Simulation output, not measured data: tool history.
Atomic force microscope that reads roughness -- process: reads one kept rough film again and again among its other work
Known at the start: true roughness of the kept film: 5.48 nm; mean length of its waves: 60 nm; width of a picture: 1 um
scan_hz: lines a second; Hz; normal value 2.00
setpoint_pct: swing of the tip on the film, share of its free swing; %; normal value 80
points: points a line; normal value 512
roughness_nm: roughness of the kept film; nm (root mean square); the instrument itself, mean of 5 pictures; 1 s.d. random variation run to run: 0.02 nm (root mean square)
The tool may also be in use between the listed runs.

Run 1, hour 0.0: usual settings. Result: roughness_nm 4.751 nm (root mean square).
Run 2, hour 35.8: usual settings. Result: roughness_nm 4.690 nm (root mean square).
Run 3, hour 65.5: usual settings. Result: roughness_nm 4.553 nm (root mean square).
Run 4, hour 94.7: usual settings. Result: roughness_nm 4.465 nm (root mean square).
Run 5, hour 113.3: usual settings. Result: roughness_nm 4.424 nm (root mean square).
At hour 124.4: new tip fitted.
Run 6, hour 150.4: usual settings. Result: roughness_nm 4.764 nm (root mean square).
Run 7, hour 190.4: usual settings. Result: roughness_nm 4.644 nm (root mean square).
Run 8, hour 216.8: usual settings but points 402. Result: roughness_nm 4.537 nm (root mean square).
Run 9, hour 255.5: usual settings but setpoint_pct 69 %. Result: roughness_nm 4.593 nm (root mean square).
At hour 265.9: new tip fitted.
Run 10, hour 273.9: usual settings but setpoint_pct 56 %. Result: roughness_nm 5.075 nm (root mean square).
Run 11, hour 315.4: usual settings but points 353. Result: roughness_nm 4.675 nm (root mean square).
Run 12, hour 334.2: usual settings but points 353. Result: roughness_nm 4.649 nm (root mean square).
Run 13, hour 375.0: usual settings but points 353. Result: roughness_nm 4.473 nm (root mean square).
Run 14, hour 399.3: usual settings. Result: roughness_nm 4.424 nm (root mean square).
At hour 409.1: new tip fitted.
Run 15, hour 441.5: usual settings but points 353. Result: roughness_nm 4.735 nm (root mean square).
Run 16, hour 462.0: usual settings but setpoint_pct 63 %, points 757. Result: roughness_nm 4.847 nm (root mean square).
Run 17, hour 484.4: usual settings but scan_hz 1.47 Hz, setpoint_pct 68 %, points 282. Result: roughness_nm 4.792 nm (root mean square).
Run 18, hour 522.5: usual settings but scan_hz 1.82 Hz, setpoint_pct 68 %, points 860. Result: roughness_nm 4.660 nm (root mean square).
At hour 549.7: new tip fitted.
Run 19, hour 559.0: usual settings but scan_hz 1.72 Hz, setpoint_pct 68 %, points 860. Result: roughness_nm 5.019 nm (root mean square).
Run 20, hour 591.6: usual settings but scan_hz 1.72 Hz, setpoint_pct 68 %, points 860. Result: roughness_nm 4.906 nm (root mean square).
Run 21, hour 616.0: usual settings but scan_hz 3.80 Hz, setpoint_pct 83 %, points 305. Result: roughness_nm 4.292 nm (root mean square).
Run 22, hour 653.7: usual settings but scan_hz 0.53 Hz, setpoint_pct 81 %, points 357. Result: roughness_nm 4.743 nm (root mean square).
Run 23, hour 688.3: usual settings but scan_hz 0.53 Hz, setpoint_pct 77 %, points 357. Result: roughness_nm 4.702 nm (root mean square).
At hour 691.0: new tip fitted.
Run 24, hour 719.3: usual settings but scan_hz 0.53 Hz, setpoint_pct 77 %, points 357. Result: roughness_nm 4.926 nm (root mean square).
Run 25, hour 763.4: usual settings but scan_hz 0.69 Hz, setpoint_pct 70 %, points 357. Result: roughness_nm 4.865 nm (root mean square).
Run 26, hour 805.6: usual settings but scan_hz 0.69 Hz, setpoint_pct 70 %, points 536. Result: roughness_nm 4.760 nm (root mean square).
At hour 830.7: new tip fitted.
Run 27, hour 847.8: usual settings but setpoint_pct 81 %, points 409. Result: roughness_nm 4.763 nm (root mean square).
Run 28, hour 881.5: usual settings but scan_hz 3.31 Hz, setpoint_pct 60 %. Result: roughness_nm 4.834 nm (root mean square).
Run 29, hour 905.5: usual settings but scan_hz 3.31 Hz, setpoint_pct 60 %. Result: roughness_nm 4.752 nm (root mean square).
Run 30, hour 935.1: usual settings but scan_hz 3.31 Hz, setpoint_pct 60 %. Result: roughness_nm 4.654 nm (root mean square).

Here are 4 independent what-if runs from the current tool condition. What would each one return?
At hour 971.6: new tip fitted.
Run A, hour 971.6: usual settings but scan_hz 0.97 Hz, setpoint_pct 85 %. Result: roughness_nm ?.
At hour 971.6: new tip fitted.
Run B, hour 971.6: usual settings but scan_hz 1.57 Hz, setpoint_pct 58 %, points 368. Result: roughness_nm ?.
At hour 971.6: new tip fitted.
Run C, hour 971.6: usual settings but setpoint_pct 77 %. Result: roughness_nm ?.
At hour 971.6: new tip fitted.
Run D, hour 971.6: usual settings but scan_hz 0.71 Hz, setpoint_pct 74 %, points 716. Result: roughness_nm ?.

run  roughness_nm
  A         4.973
  B         5.069
  C         4.885
  D         5.054
Without the tool's hidden state the same runs would have given:
run  roughness_nm
  A         4.971
  B         5.066
  C         4.883
  D         5.052
